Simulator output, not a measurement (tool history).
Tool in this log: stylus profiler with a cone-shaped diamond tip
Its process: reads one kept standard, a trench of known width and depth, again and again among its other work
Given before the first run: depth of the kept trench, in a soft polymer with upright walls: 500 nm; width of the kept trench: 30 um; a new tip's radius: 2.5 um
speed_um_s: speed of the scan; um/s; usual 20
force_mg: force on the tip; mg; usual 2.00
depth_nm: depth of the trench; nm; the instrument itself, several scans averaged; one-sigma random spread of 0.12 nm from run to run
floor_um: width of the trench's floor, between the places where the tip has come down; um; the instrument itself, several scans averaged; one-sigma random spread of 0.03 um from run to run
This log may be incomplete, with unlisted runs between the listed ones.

run	day	speed_um_s	force_mg	depth_nm	floor_um
1	0.000	20	2.00	503.05	26.37
2	0.617	20	2.00	503.04	26.36
3	1.083	20	2.00	503.26	26.31
4	1.904	69	2.00	503.11	26.15
5	2.550	69	2.00	503.04	26.09
# day 2.617: height scale calibrated on a step standard
6	3.375	20	2.00	503.07	26.31
7	3.912	20	2.00	502.95	26.27
8	4.454	5	2.00	502.91	26.30
9	5.362	5	2.00	502.86	26.35
10	5.988	9	4.35	505.33	26.36
11	6.654	9	4.35	505.10	26.31
# day 7.596: height scale calibrated on a step standard, once more
12	7.596	15	2.00	503.64	26.21
13	8.571	10	3.88	505.42	26.26
14	9.525	19	2.62	504.30	26.19

Hidden state or all else? Some run-to-run changes of depth_nm, split into what the settings, what came in and random variation would give without the hidden state, and what is left for the hidden state (with any gauge scatter that isn't in both results):
The tool's hidden condition here consists of: radius of the tip, um; height scale over the true one, %; drift of the gauge itself on depth_nm, %; drift of the gauge itself on floor_um, %.
Run 9 -> 10: speed_um_s 5 -> 9, force_mg 2.00 -> 4.35. depth_nm +2.47 nm: hidden state -0.01, all else +2.48.
Run 11 -> 12: speed_um_s 9 -> 15, force_mg 4.35 -> 2.00, height scale calibrated on a step standard, once more. depth_nm -1.46 nm: hidden state +0.65, all else -2.11.
